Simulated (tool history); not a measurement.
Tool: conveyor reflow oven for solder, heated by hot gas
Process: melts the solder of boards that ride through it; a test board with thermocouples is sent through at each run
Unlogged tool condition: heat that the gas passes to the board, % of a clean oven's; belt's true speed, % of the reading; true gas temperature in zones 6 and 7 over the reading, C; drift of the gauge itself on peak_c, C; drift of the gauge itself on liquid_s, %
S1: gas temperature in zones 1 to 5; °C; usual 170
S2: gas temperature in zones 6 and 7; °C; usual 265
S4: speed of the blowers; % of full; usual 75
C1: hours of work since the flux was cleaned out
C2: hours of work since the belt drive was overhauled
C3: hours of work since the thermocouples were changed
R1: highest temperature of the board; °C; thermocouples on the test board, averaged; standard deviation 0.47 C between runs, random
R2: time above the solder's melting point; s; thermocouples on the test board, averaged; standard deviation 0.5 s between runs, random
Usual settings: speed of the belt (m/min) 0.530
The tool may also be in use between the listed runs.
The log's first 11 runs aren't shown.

{"hour": 639.8, "done": "flux residue cleaned out of gas plates and filters"}
{"run": 12, "hour": 650.5, "S1": 180, "S2": 265, "speed of the belt (m/min)": 0.53, "S4": 75, "C1": 8, "C2": 1364, "C3": 334, "R1": 254.6, "R2": 63.8}
{"run": 13, "hour": 704.0, "S1": 170, "S2": 265, "speed of the belt (m/min)": 0.53, "S4": 75, "C1": 50, "C2": 1405, "C3": 375, "R1": 251.7, "R2": 59.0}
{"run": 14, "hour": 761.3, "S1": 170, "S2": 265, "speed of the belt (m/min)": 0.53, "S4": 75, "C1": 94, "C2": 1449, "C3": 420, "R1": 251.8, "R2": 59.9}
{"run": 15, "hour": 815.6, "S1": 170, "S2": 265, "speed of the belt (m/min)": 0.568, "S4": 75, "C1": 136, "C2": 1491, "C3": 462, "R1": 250.5, "R2": 53.1}
{"run": 16, "hour": 870.4, "S1": 175, "S2": 265, "speed of the belt (m/min)": 0.53, "S4": 75, "C1": 178, "C2": 1533, "C3": 504, "R1": 252.5, "R2": 61.1}
{"hour": 920.8, "done": "belt drive overhauled, speed set with a stopwatch"}
{"run": 17, "hour": 956.9, "S1": 159, "S2": 277, "speed of the belt (m/min)": 0.53, "S4": 75, "C1": 242, "C2": 28, "C3": 567, "R1": 260.3, "R2": 59.7}
{"run": 18, "hour": 1038.8, "S1": 163, "S2": 277, "speed of the belt (m/min)": 0.53, "S4": 73, "C1": 305, "C2": 91, "C3": 631, "R1": 260.0, "R2": 61.5}
{"run": 19, "hour": 1088.5, "S1": 175, "S2": 276, "speed of the belt (m/min)": 0.53, "S4": 75, "C1": 343, "C2": 129, "C3": 669, "R1": 261.2, "R2": 65.7}
{"run": 20, "hour": 1153.5, "S1": 175, "S2": 254, "speed of the belt (m/min)": 0.53, "S4": 75, "C1": 393, "C2": 180, "C3": 719, "R1": 243.2, "R2": 51.5}
{"run": 21, "hour": 1208.9, "S1": 181, "S2": 265, "speed of the belt (m/min)": 0.421, "S4": 90, "C1": 436, "C2": 222, "C3": 762, "R1": 261.2, "R2": 87.8}
{"hour": 1268.8, "done": "flux residue cleaned out of gas plates and filters"}
{"run": 22, "hour": 1268.8, "S1": 160, "S2": 265, "speed of the belt (m/min)": 0.499, "S4": 75, "C1": 0, "C2": 265, "C3": 804, "R1": 252.5, "R2": 60.5}
{"run": 23, "hour": 1323.6, "S1": 184, "S2": 254, "speed of the belt (m/min)": 0.458, "S4": 75, "C1": 42, "C2": 307, "C3": 847, "R1": 249.1, "R2": 73.9}
{"run": 24, "hour": 1381.7, "S1": 184, "S2": 254, "speed of the belt (m/min)": 0.458, "S4": 75, "C1": 87, "C2": 352, "C3": 892, "R1": 248.8, "R2": 72.6}
{"run": 25, "hour": 1418.5, "S1": 170, "S2": 265, "speed of the belt (m/min)": 0.52, "S4": 75, "C1": 116, "C2": 380, "C3": 920, "R1": 253.2, "R2": 61.4}
{"run": 26, "hour": 1454.0, "S1": 170, "S2": 265, "speed of the belt (m/min)": 0.612, "S4": 62, "C1": 143, "C2": 408, "C3": 947, "R1": 244.6, "R2": 42.5}
{"run": 27, "hour": 1522.6, "S1": 170, "S2": 265, "speed of the belt (m/min)": 0.612, "S4": 65, "C1": 196, "C2": 461, "C3": 1000, "R1": 244.9, "R2": 43.2}
{"hour": 1562.3, "done": "thermocouples of zones 6 and 7 changed"}
{"run": 28, "hour": 1582.8, "S1": 163, "S2": 280, "speed of the belt (m/min)": 0.612, "S4": 65, "C1": 241, "C2": 506, "C3": 16, "R1": 252.3, "R2": 47.8}
{"run": 29, "hour": 1650.6, "S1": 170, "S2": 265, "speed of the belt (m/min)": 0.482, "S4": 73, "C1": 293, "C2": 558, "C3": 68, "R1": 251.7, "R2": 65.3}
{"run": 30, "hour": 1685.2, "S1": 170, "S2": 257, "speed of the belt (m/min)": 0.585, "S4": 75, "C1": 320, "C2": 585, "C3": 95, "R1": 238.4, "R2": 41.2}

Here are 4 independent what-if runs from the current tool condition. What would each one return?
{"run": "A", "hour": 1758.9, "S1": 170, "S2": 263, "speed of the belt (m/min)": 0.635, "S4": 75, "C1": 377, "C2": 642, "C3": 152, "R1": "?", "R2": "?"}
{"run": "B", "hour": 1758.9, "S1": 158, "S2": 262, "speed of the belt (m/min)": 0.585, "S4": 75, "C1": 377, "C2": 642, "C3": 152, "R1": "?", "R2": "?"}
{"run": "C", "hour": 1758.9, "S1": 180, "S2": 278, "speed of the belt (m/min)": 0.585, "S4": 50, "C1": 377, "C2": 642, "C3": 152, "R1": "?", "R2": "?"}
{"run": "D", "hour": 1758.9, "S1": 170, "S2": 257, "speed of the belt (m/min)": 0.583, "S4": 51, "C1": 377, "C2": 642, "C3": 152, "R1": "?", "R2": "?"}

run=A R1=240.8 R2=38.5
run=B R1=240.0 R2=39.2
run=C R1=252.7 R2=54.1
run=D R1=233.5 R2=31.8
With the hidden condition removed and each run's random variation left untouched, the same runs would have given:
run=A R1=241.8 R2=39.6
run=B R1=241.0 R2=40.3
run=C R1=253.2 R2=54.3
run=D R1=234.0 R2=32.5
